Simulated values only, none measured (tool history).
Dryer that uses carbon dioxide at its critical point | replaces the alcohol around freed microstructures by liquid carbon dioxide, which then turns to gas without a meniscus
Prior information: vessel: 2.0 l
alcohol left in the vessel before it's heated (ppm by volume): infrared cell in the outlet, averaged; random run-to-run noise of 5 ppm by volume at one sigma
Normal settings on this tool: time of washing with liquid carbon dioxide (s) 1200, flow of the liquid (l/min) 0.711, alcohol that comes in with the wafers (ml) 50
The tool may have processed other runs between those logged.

run    hour  time of washing with liquid carbon dioxide (s)  flow of the liquid (l/min)  alcohol that comes in with the wafers (ml)  alcohol left in the vessel before it's heated (ppm by volume)
  1     0.0                                            1200                       0.711                                          50                                                            148
  2    21.9                                            1200                       0.711                                          49                                                            142
  3    55.2                                            1200                       0.711                                          35                                                            133
  4    97.6                                            1200                       0.711                                          35                                                            150
  5   135.9                                            1140                       0.711                                          50                                                            185
  6   153.4                                            1140                       0.711                                          50                                                            181
  7   178.6                                            1140                       0.711                                          24                                                            165
  8   218.4                                            1140                       0.711                                          24                                                            181
      232.8  -- inlet filter changed
  9   242.0                                            1200                       0.711                                          50                                                            177
 10   277.9                                            1200                       0.711                                          50                                                            170
 11   303.4                                            1140                       0.711                                          50                                                            196
 12   323.0                                            1140                       0.711                                          97                                                            230
 13   343.9                                            1200                       0.711                                          50                                                            186
 14   378.9                                            1200                       0.711                                          50                                                            197
 15   413.8                                            1740                       0.711                                          50                                                            172
 16   447.7                                            1740                       0.711                                          68                                                            181
      475.7  -- purifier's bed changed
 17   481.6                                            1740                       0.711                                          24                                                             23
 18   500.6                                            1860                       0.711                                          50                                                              8
 19   524.5                                            1860                       0.711                                          50                                                             11
 20   552.4                                            1860                       0.711                                          50                                                             18
 21   573.5                                            1860                       0.711                                          75                                                             23
 22   611.0                                            1860                       0.711                                          75                                                             33
 23   644.3                                            1860                       0.711                                          75                                                             41
 24   681.1                                            1200                       0.711                                          42                                                             69
 25   721.2                                            1200                       0.861                                          34                                                             52
      724.3  -- inlet filter changed
 26   742.5                                             840                       0.711                                          35                                                            169
 27   781.9                                             840                       0.735                                          35                                                            174
 28   805.1                                            1440                       0.448                                          87                                                            349
 29   837.6                                            1260                       0.711                                          48                                                             80
 30   871.1                                            1260                       0.711                                          48                                                             85
 31   903.4                                             900                       0.651                                          41                                                            276
 32   942.8                                             900                       0.651                                          41                                                            295
 33   966.7                                             780                       0.642                                         102                                                           1136
 34  1000.0                                            1080                       0.883                                          64                                                            104
 35  1017.8                                             720                       0.805                                          64                                                            439
 36  1059.3                                             720                       0.805                                          64                                                            471
 37  1076.9                                            1200                       1.092                                          35                                                             90
 38  1101.9                                            1200                       0.631                                          67                                                            214
 39  1135.9                                             840                       0.506                                          50                                                           1220
 40  1162.1                                            1440                       0.618                                          50                                                            152
 41  1181.9                                             780                       1.136                                          50                                                            137
     1212.7  -- inlet filter changed
 42  1216.4                                             780                       1.136                                          53                                                            138
 43  1253.4                                            1200                       0.429                                         119                                                           1188
 44  1276.6                                            1200                       0.429                                         119                                                           1172
 45  1312.3                                            1200                       0.618                                          25                                                            168
 46  1346.6                                            1020                       1.159                                          37                                                            146

Here are 3 independent what-if runs from the current tool condition. What would each one return?
  A  1368.6                                            1140                       0.510                                          36                                                              ?
  B  1368.6                                            1020                       0.711                                          50                                                              ?
  C  1368.6                                            1020                       1.159                                          39                                                              ?

run  alcohol left in the vessel before it's heated (ppm by volume)
  A                                                            342
  B                                                            222
  C                                                            140
Take away the tool's hidden state, keep each run's random variation, and the runs would have read:
run  alcohol left in the vessel before it's heated (ppm by volume)
  A                                                            175
  B                                                             68
  C                                                              0
